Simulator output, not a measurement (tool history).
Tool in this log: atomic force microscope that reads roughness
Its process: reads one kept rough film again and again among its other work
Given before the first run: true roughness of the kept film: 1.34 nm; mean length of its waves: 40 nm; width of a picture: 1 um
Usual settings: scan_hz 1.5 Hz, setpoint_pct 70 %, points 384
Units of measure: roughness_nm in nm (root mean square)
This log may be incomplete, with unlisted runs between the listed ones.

Run 1, day 0: usual settings. Result: roughness_nm 1.219 nm (root mean square).
Run 2, day 1.471: usual settings. Result: roughness_nm 1.199 nm (root mean square).
Run 3, day 2.888: usual settings. Result: roughness_nm 1.179 nm (root mean square).
Run 4, day 5.588: usual settings but setpoint_pct 79 %. Result: roughness_nm 1.105 nm (root mean square).
At day 6.396: new tip fitted.
Run 5, day 7.283: usual settings but points 493. Result: roughness_nm 1.209 nm (root mean square).
Run 6, day 9.496: usual settings but scan_hz 1.58 Hz, points 390. Result: roughness_nm 1.172 nm (root mean square).
At day 12.675: new tip fitted.
Run 7, day 12.675: usual settings but scan_hz 3.1 Hz, setpoint_pct 82 %, points 393. Result: roughness_nm 1.046 nm (root mean square).
Run 8, day 14.771: usual settings but points 727. Result: roughness_nm 1.199 nm (root mean square).
Run 9, day 17.921: usual settings but setpoint_pct 71 %, points 727. Result: roughness_nm 1.151 nm (root mean square).
At day 19.062: new tip fitted.
Run 10, day 19.938: usual settings but setpoint_pct 71 %, points 727. Result: roughness_nm 1.211 nm (root mean square).

Some steps in roughness_nm between neighbouring runs. How much of each would the tool show without its hidden state too (settings, what came in, random variation), and how much is left for the hidden state, with any gauge scatter that isn't in both results?
Hidden conditions of the tool in this case: radius of the tip, nm; height scale over the true one, %; drift of the gauge itself on roughness_nm, %.
Run 4 -> 5: setpoint_pct 79 -> 70, points 384 -> 493, new tip fitted. roughness_nm +0.104 nm (root mean square): hidden state +0.049, all else +0.055.
Run 7 -> 8: scan_hz 3.1 -> 1.5, setpoint_pct 82 -> 70, points 393 -> 727. roughness_nm +0.153 nm (root mean square): hidden state -0.029, all else +0.182.
